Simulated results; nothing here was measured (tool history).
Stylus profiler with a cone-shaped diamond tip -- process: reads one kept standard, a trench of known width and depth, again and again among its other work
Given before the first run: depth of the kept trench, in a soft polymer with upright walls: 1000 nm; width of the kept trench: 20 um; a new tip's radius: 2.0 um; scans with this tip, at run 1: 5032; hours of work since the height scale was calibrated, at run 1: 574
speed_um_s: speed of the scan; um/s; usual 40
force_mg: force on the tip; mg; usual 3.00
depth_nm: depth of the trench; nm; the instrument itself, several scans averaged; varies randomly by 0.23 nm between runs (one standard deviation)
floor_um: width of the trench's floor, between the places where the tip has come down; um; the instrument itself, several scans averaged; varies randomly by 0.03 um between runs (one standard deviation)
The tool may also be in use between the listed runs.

run,hour,speed_um_s,force_mg,scans with this tip,hours of work since the height scale was calibrated,depth_nm,floor_um
1,0.0,40,3.00,5032,574,1014.92,15.06
2,44.0,40,3.00,5300,604,1014.65,14.98
3,86.6,40,3.00,5559,634,1014.77,14.99
4,133.5,40,3.00,5845,666,1015.58,14.86
5,202.1,40,3.47,6264,714,1016.53,14.78
6,245.8,40,3.47,6530,744,1016.73,14.75
7,288.9,40,3.47,6793,774,1016.90,14.74
8,324.7,40,3.47,7011,799,1016.93,14.68
9,369.2,40,3.47,7282,830,1016.76,14.62
10,429.6,40,3.47,7650,872,1016.60,14.49
11,472.2,40,8.57,7910,902,1028.70,14.52
12,530.6,40,8.57,8266,942,1028.54,14.43
13,590.6,40,8.57,8632,984,1028.95,14.32
14,649.5,43,2.25,8991,1025,1013.91,14.16
15,678.6,64,2.92,9169,1045,1015.94,14.09
16,711.3,14,1.74,9368,1068,1012.44,14.21
17,764.9,57,3.73,9694,1105,1018.02,14.03
18,799.4,125,4.57,9905,1129,1020.27,13.79
19,848.7,125,4.57,10205,1163,1020.84,13.80
# hour 856.5: height scale calibrated on a step standard
20,896.2,125,4.57,10492,28,1016.94,13.75
21,965.4,18,1.60,10913,76,1008.36,13.92
22,1015.2,30,1.16,11217,110,1006.66,13.74
23,1045.8,16,3.00,11403,132,1012.57,13.86
24,1114.3,44,1.22,11821,179,1007.13,13.63
25,1182.8,114,8.04,12239,227,1024.49,13.56
26,1216.4,40,6.07,12443,250,1020.47,13.64

5 options for the next run, each taken on its own from the tool as it stands now. Forecast them:
A,1271.4,44,2.19,12779,288,?,?
B,1271.4,40,3.91,12779,288,?,?
C,1271.4,111,1.81,12779,288,?,?
D,1271.4,66,6.07,12779,288,?,?
E,1271.4,125,6.07,12779,288,?,?

run,depth_nm,floor_um
A,1010.56,13.54
B,1015.62,13.55
C,1009.19,13.19
D,1020.77,13.51
E,1020.42,13.33
Without the tool's hidden state the same runs would have given:
run,depth_nm,floor_um
A,1010.28,16.41
B,1015.34,16.42
C,1008.91,16.07
D,1020.48,16.38
E,1020.13,16.21
